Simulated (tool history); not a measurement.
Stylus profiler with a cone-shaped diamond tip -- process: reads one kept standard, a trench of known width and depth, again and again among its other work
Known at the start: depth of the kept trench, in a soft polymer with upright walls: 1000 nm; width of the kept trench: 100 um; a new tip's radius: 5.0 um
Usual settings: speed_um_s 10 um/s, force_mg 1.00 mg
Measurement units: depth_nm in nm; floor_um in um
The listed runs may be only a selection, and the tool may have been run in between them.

run 1 hour=0.0 | speed_um_s=10 force_mg=1.00 | depth_nm=1008.68 floor_um=93.89
run 2 hour=23.8 | speed_um_s=10 force_mg=1.00 | depth_nm=1008.32 floor_um=93.85
run 3 hour=43.3 | speed_um_s=10 force_mg=1.00 | depth_nm=1008.38 floor_um=93.91
run 4 hour=59.8 | speed_um_s=10 force_mg=1.00 | depth_nm=1008.89 floor_um=93.90
run 5 hour=69.9 | speed_um_s=10 force_mg=1.19 | depth_nm=1009.85 floor_um=93.86
run 6 hour=87.2 | speed_um_s=10 force_mg=1.19 | depth_nm=1009.93 floor_um=93.85
run 7 hour=100.1 | speed_um_s=10 force_mg=1.19 | depth_nm=1009.94 floor_um=93.81
run 8 hour=119.7 | speed_um_s=10 force_mg=1.19 | depth_nm=1010.03 floor_um=93.84
run 9 hour=140.1 | speed_um_s=10 force_mg=1.19 | depth_nm=1009.51 floor_um=93.76
run 10 hour=163.5 | speed_um_s=10 force_mg=1.00 | depth_nm=1008.39 floor_um=93.78
run 11 hour=183.2 | speed_um_s=10 force_mg=1.00 | depth_nm=1008.95 floor_um=93.78
run 12 hour=207.2 | speed_um_s=7 force_mg=1.00 | depth_nm=1008.38 floor_um=93.87
run 13 hour=223.4 | speed_um_s=7 force_mg=2.67 | depth_nm=1016.96 floor_um=93.78
run 14 hour=241.0 | speed_um_s=10 force_mg=0.68 | depth_nm=1006.66 floor_um=93.78
run 15 hour=257.8 | speed_um_s=10 force_mg=0.68 | depth_nm=1006.58 floor_um=93.69
run 16 hour=273.4 | speed_um_s=10 force_mg=0.68 | depth_nm=1006.59 floor_um=93.76
run 17 hour=295.1 | speed_um_s=10 force_mg=0.68 | depth_nm=1006.67 floor_um=93.71
-- hour=297.1 height scale calibrated on a step standard
run 18 hour=314.2 | speed_um_s=7 force_mg=0.35 | depth_nm=1003.89 floor_um=93.66
run 19 hour=327.8 | speed_um_s=2 force_mg=1.99 | depth_nm=1013.69 floor_um=93.77
run 20 hour=343.2 | speed_um_s=12 force_mg=2.06 | depth_nm=1014.43 floor_um=93.71
-- hour=346.4 height scale calibrated on a step standard, once more
run 21 hour=366.8 | speed_um_s=2 force_mg=2.35 | depth_nm=1015.60 floor_um=93.72
run 22 hour=382.7 | speed_um_s=39 force_mg=2.19 | depth_nm=1014.81 floor_um=93.66
run 23 hour=399.9 | speed_um_s=39 force_mg=2.19 | depth_nm=1014.99 floor_um=93.54
run 24 hour=422.8 | speed_um_s=4 force_mg=0.40 | depth_nm=1004.24 floor_um=93.71
run 25 hour=433.3 | speed_um_s=4 force_mg=0.40 | depth_nm=1004.33 floor_um=93.67

Here are 5 independent what-if runs from the current tool condition. What would each one return?
run A hour=445.7 | speed_um_s=18 force_mg=2.54 | depth_nm=? floor_um=?
run B hour=445.7 | speed_um_s=9 force_mg=1.31 | depth_nm=? floor_um=?
run C hour=445.7 | speed_um_s=2 force_mg=2.55 | depth_nm=? floor_um=?
run D hour=445.7 | speed_um_s=23 force_mg=0.40 | depth_nm=? floor_um=?
run E hour=445.7 | speed_um_s=37 force_mg=1.22 | depth_nm=? floor_um=?

run=A depth_nm=1016.39 floor_um=93.71
run=B depth_nm=1010.60 floor_um=93.67
run=C depth_nm=1016.69 floor_um=93.76
run=D depth_nm=1004.11 floor_um=93.59
run=E depth_nm=1009.51 floor_um=93.60
Stripped of hidden state, with their random variation kept, the same runs would have yielded:
run=A depth_nm=1016.87 floor_um=94.01
run=B depth_nm=1011.08 floor_um=93.98
run=C depth_nm=1017.17 floor_um=94.06
run=D depth_nm=1004.58 floor_um=93.89
run=E depth_nm=1009.98 floor_um=93.91

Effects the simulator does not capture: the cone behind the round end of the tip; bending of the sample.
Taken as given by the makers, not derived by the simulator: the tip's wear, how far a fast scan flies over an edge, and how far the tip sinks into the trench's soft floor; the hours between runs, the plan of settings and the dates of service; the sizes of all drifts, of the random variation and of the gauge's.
